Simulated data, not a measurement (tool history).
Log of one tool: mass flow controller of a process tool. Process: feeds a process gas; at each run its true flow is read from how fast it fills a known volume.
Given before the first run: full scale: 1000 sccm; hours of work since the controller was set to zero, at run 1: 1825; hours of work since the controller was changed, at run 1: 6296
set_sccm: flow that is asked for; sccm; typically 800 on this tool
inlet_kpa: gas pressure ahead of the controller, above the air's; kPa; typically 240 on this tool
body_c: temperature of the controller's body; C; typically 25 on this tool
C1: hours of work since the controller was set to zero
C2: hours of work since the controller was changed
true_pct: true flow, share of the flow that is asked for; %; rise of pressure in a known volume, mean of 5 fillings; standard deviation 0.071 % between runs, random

run 1 hour=0 | set_sccm=800 inlet_kpa=240 body_c=25 | C1=1825 C2=6296 | true_pct=99.7
run 2 hour=149.9 | set_sccm=800 inlet_kpa=240 body_c=25 | C1=1944 C2=6415 | true_pct=99.65
run 3 hour=348.8 | set_sccm=800 inlet_kpa=240 body_c=25 | C1=2102 C2=6573 | true_pct=99.65
run 4 hour=489.5 | set_sccm=800 inlet_kpa=240 body_c=25 | C1=2213 C2=6685 | true_pct=99.62
run 5 hour=686.2 | set_sccm=800 inlet_kpa=240 body_c=25 | C1=2369 C2=6841 | true_pct=99.59
run 6 hour=876.9 | set_sccm=800 inlet_kpa=240 body_c=25 | C1=2521 C2=6992 | true_pct=99.42
run 7 hour=1082.9 | set_sccm=800 inlet_kpa=240 body_c=25 | C1=2684 C2=7155 | true_pct=99.73
run 8 hour=1224.8 | set_sccm=800 inlet_kpa=240 body_c=25 | C1=2796 C2=7268 | true_pct=99.58
run 9 hour=1349.8 | set_sccm=800 inlet_kpa=240 body_c=25 | C1=2896 C2=7367 | true_pct=99.65
run 10 hour=1508.2 | set_sccm=800 inlet_kpa=240 body_c=25 | C1=3021 C2=7492 | true_pct=99.63
run 11 hour=1728.2 | set_sccm=800 inlet_kpa=240 body_c=25 | C1=3196 C2=7667 | true_pct=99.63
run 12 hour=1829.1 | set_sccm=264 inlet_kpa=240 body_c=25 | C1=3276 C2=7747 | true_pct=97.76
run 13 hour=2015.6 | set_sccm=264 inlet_kpa=240 body_c=26 | C1=3424 C2=7895 | true_pct=97.61

What does the tool deliver on the next run?
run 14 hour=2184.2 | set_sccm=311 inlet_kpa=240 body_c=26 | C1=3557 C2=8028 | true_pct=?

For run 14 the tool returned true_pct 97.75 %.
With no hidden state in the tool, this same run would have given true_pct 97.75 %.
